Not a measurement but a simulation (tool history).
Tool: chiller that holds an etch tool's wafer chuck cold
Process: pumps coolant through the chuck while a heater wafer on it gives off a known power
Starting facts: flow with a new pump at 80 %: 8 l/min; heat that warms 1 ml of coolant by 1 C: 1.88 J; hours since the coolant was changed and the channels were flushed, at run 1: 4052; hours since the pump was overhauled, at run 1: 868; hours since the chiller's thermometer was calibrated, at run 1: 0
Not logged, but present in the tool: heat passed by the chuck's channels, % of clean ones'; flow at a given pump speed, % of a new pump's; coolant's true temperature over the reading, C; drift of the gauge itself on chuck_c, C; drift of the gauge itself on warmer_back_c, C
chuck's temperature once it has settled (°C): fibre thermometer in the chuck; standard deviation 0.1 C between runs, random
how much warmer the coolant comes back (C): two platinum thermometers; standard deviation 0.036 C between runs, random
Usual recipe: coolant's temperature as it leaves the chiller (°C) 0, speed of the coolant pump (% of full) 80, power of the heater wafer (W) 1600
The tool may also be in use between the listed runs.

run    hour  coolant's temperature as it leaves the chiller (°C)  speed of the coolant pump (% of full)  power of the heater wafer (W)  hours since the coolant was changed and the channels were flushed  hours since the pump was overhauled  hours since the chiller's thermometer was calibrated  chuck's temperature once it has settled (°C)  how much warmer the coolant comes back (C)
  1       0                                                    0                                     80                           1600                                                               4052                                  868                                                     0                                          21.3                                        6.45
  2      44                                                    0                                     80                           1600                                                               4096                                  912                                                    44                                          21.5                                        6.36
  3    90.4                                                   -7                                     80                           1600                                                               4142                                  959                                                    90                                          14.3                                        6.39
  4   146.7                                                   -7                                     80                           1600                                                               4198                                 1015                                                   147                                          14.6                                        6.45
  5   213.7                                                    0                                     94                           1600                                                               4265                                 1082                                                   214                                          19.2                                        5.35
  6   266.2                                                    0                                     80                           1600                                                               4318                                 1134                                                   266                                          21.3                                        6.47
  7   333.1                                                    0                                     80                           1600                                                               4385                                 1201                                                   333                                          21.5                                        6.44
  8   387.4                                                    0                                     80                           1600                                                               4439                                 1256                                                   387                                          21.5                                        6.35
  9   440.9                                                    0                                     80                           1600                                                               4493                                 1309                                                   441                                          21.7                                        6.44
 10     513                                                    0                                     80                           1789                                                               4565                                 1381                                                   513                                          24.4                                        7.17
 11   577.7                                                    0                                     80                           1600                                                               4629                                 1446                                                   578                                          21.6                                        6.47
 12   622.9                                                    0                                     80                           1600                                                               4675                                 1491                                                   623                                          21.6                                        6.41
 13   657.4                                                    0                                     80                           1600                                                               4709                                 1526                                                   657                                          21.7                                        6.51
 14     708                                                    0                                     80                           1600                                                               4760                                 1576                                                   708                                          21.8                                        6.47
 15   758.4                                                    0                                     83                           1600                                                               4810                                 1627                                                   758                                          21.4                                        6.15
 16   842.7                                                    0                                     92                           1600                                                               4894                                 1711                                                   843                                          19.7                                        5.52
 17   896.9                                                    0                                     92                           1600                                                               4949                                 1765                                                   897                                          19.8                                        5.54
 18   975.4                                                    0                                     92                           1600                                                               5027                                 1844                                                   975                                          19.8                                        5.57
 19  1026.6                                                    0                                     92                           2239                                                               5078                                 1895                                                  1027                                          27.9                                        7.71
     1040.3  -- coolant changed, channels flushed
 20    1070                                                    7                                     77                            839                                                                 30                                 1932                                                  1064                                          17.8                                        3.53
 21  1110.3                                                   -7                                     85                           1842                                                                 70                                 1972                                                  1104                                          14.8                                        6.98
     1116.3  -- chiller's thermometer calibrated
 22  1145.7                                                   -7                                     80                           1103                                                                104                                 2007                                                    29                                           6.6                                         4.5
 23  1225.2                                                    0                                     95                           1363                                                                184                                 2086                                                   109                                          14.8                                        4.56
 24  1261.2                                                    5                                     75                           2209                                                                220                                 2122                                                   145                                          33.6                                        9.71
 25  1321.8                                                    5                                     75                           2209                                                                281                                 2183                                                   206                                          33.6                                        9.68
 26  1356.4                                                    0                                     92                           2209                                                                315                                 2218                                                   240                                          24.8                                        7.74
       1376  -- chiller's thermometer calibrated, once more
 27  1411.6                                                    0                                     92                           2209                                                                369                                 2272                                                    36                                            25                                        7.67
 28  1493.8                                                   -8                                     92                           1122                                                                451                                 2354                                                   118                                           4.8                                         3.9
 29  1576.8                                                    0                                     92                           1122                                                                534                                 2437                                                   201                                          12.8                                        3.91
 30  1632.4                                                    0                                     78                           1260                                                                590                                 2493                                                   256                                          16.4                                        5.31
 31  1676.5                                                    9                                     79                           1425                                                                634                                 2537                                                   301                                          27.2                                        5.91

Some steps in chuck's temperature once it has settled (°C), run to run, broken into two amounts with sign: the step expected even without the hidden condition (settings, incoming material, random variation), and the rest, left for the hidden condition together with whatever gauge scatter is not in both the measured and the hidden-condition-free result:
Run 18 -> 19: power of the heater wafer (W) 1600 -> 2239. chuck's temperature once it has settled (°C) +8.1: hidden state +0.9, all else +7.2.
Run 19 -> 20: coolant's temperature as it leaves the chiller (°C) 0 -> 7, speed of the coolant pump (% of full) 92 -> 77, power of the heater wafer (W) 2239 -> 839, coolant changed, channels flushed. chuck's temperature once it has settled (°C) -10.1: hidden state -3, all else -7.1.
Run 23 -> 24: coolant's temperature as it leaves the chiller (°C) 0 -> 5, speed of the coolant pump (% of full) 95 -> 75, power of the heater wafer (W) 1363 -> 2209. chuck's temperature once it has settled (°C) +18.8: hidden state +0.2, all else +18.6.
Run 26 -> 27: chiller's thermometer calibrated, once more. chuck's temperature once it has settled (°C) +0.2: hidden state +0.4, all else -0.2.
Run 27 -> 28: coolant's temperature as it leaves the chiller (°C) 0 -> -8, power of the heater wafer (W) 2209 -> 1122. chuck's temperature once it has settled (°C) -20.2: hidden state -0.3, all else -19.9.
Run 30 -> 31: coolant's temperature as it leaves the chiller (°C) 0 -> 9, speed of the coolant pump (% of full) 78 -> 79, power of the heater wafer (W) 1260 -> 1425. chuck's temperature once it has settled (°C) +10.8: hidden state +0, all else +10.8.

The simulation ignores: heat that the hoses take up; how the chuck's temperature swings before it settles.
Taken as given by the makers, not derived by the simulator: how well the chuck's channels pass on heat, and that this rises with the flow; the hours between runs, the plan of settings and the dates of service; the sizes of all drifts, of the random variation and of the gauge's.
